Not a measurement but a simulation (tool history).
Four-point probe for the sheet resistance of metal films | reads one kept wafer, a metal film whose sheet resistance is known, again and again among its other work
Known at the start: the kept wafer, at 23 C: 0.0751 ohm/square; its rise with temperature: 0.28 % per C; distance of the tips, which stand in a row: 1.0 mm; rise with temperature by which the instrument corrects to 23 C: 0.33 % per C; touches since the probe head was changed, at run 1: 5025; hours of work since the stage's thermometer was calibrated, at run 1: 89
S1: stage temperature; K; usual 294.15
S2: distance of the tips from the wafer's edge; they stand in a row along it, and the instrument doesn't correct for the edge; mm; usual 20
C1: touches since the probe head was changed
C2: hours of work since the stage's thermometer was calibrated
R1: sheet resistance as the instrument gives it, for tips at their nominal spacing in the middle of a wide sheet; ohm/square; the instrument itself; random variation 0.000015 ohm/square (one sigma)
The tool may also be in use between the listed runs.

run    day      S1  S2     C1   C2        R1
  1  0.000  294.15  20   5025   89  0.074891
  2  0.558  294.15  20   5348   98  0.074904
  3  1.350  294.15  20   5807  112  0.074921
  4  1.796  294.15  20   6066  119  0.074910
  5  2.233  292.15  20   6317  127  0.075005
  6  2.971  292.15  20   6746  139  0.074982
  7  3.796  294.15  20   7223  153  0.074901
  8  4.308  294.15  20   7519  162  0.074919
  9  4.767  294.15  20   7784  170  0.074903
 10  5.421  294.15  20   8162  181  0.074886
 11  6.196  294.15   4   8611  194  0.077243
 12  6.958  293.15  20   9054  207  0.074952
 13  7.429  293.15  20   9326  215  0.074982
 14  7.833  293.15  20   9559  222  0.074953
 15  8.588  295.15   9   9996  235  0.075262
 16  9.025  295.15   9  10250  242  0.075282
 17  9.433  294.15  38  10485  249  0.074859

Measured less the same run without the tool's hidden state. The same run-to-run variation is in both; the gauge's scatter may not be:
The hidden state here: inner tips' distance over the nominal, %; tips' flats over new ones', %; wafer's true temperature over the reading, C; drift of the gauge itself on sheet_ohm, %.
run         R1
  1  -0.000381
  2  -0.000379
  3  -0.000376
  4  -0.000375
  5  -0.000375
  6  -0.000372
  7  -0.000368
  8  -0.000367
  9  -0.000365
 10  -0.000363
 11  -0.000372
 12  -0.000358
 13  -0.000358
 14  -0.000356
 15  -0.000354
 16  -0.000353
 17  -0.000351
